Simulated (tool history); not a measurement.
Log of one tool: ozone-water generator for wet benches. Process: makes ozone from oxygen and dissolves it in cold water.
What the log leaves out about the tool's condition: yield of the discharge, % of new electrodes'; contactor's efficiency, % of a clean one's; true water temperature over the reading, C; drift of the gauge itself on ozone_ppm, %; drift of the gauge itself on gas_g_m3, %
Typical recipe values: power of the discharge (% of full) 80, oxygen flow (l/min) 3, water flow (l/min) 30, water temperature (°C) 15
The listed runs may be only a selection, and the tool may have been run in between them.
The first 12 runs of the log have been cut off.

run,hour,power of the discharge (% of full),oxygen flow (l/min),water flow (l/min),water temperature (°C),hours of work since the electrodes were changed,hours of work since the contactor was cleaned,hours of work since the thermometer was calibrated,dissolved ozone (ppm),ozone in the gas ahead of the water (g/m3)
13,803.5,80,3,30,15,889,4340,3641,9.48,161.7
14,884.5,80,3,30,15,960,4412,3712,9.59,161.8
15,927.7,80,3,30,15,998,4450,3751,9.57,160.7
16,1011.5,80,3,30,15,1072,4524,3825,9.55,162.2
17,1059.5,80,3,30,15,1115,4567,3867,9.42,161.1
18,1148.7,53,3,30,18,1194,4645,3946,6.44,110.3
19,1232.1,53,3,25,18,1267,4719,4020,7.64,110
20,1297.7,66,1.74,21,17,1325,4777,4078,9.86,179.9
# hour 1306.5: water thermometer calibrated
21,1391.6,41,1.74,40,9,1408,4860,75,3.25,116.4
22,1436.5,87,2.9,35,9,1448,4899,115,9.05,173.9
23,1489.4,74,1.89,32,14,1494,4946,162,7.21,191.2
# hour 1540.4: contactor cleaned
24,1540.4,73,3,21,8,1536,0,203,13.26,147.8

Run 25 comes next. What will it give?
25,1615.7,80,3,20,15,1602,67,270,?,?

Run 25 yielded dissolved ozone (ppm) 14.13, ozone in the gas ahead of the water (g/m3) 159.9.
With the hidden condition absent and the run-to-run variation left alone, this run would have shown dissolved ozone (ppm) 14.47, ozone in the gas ahead of the water (g/m3) 163.

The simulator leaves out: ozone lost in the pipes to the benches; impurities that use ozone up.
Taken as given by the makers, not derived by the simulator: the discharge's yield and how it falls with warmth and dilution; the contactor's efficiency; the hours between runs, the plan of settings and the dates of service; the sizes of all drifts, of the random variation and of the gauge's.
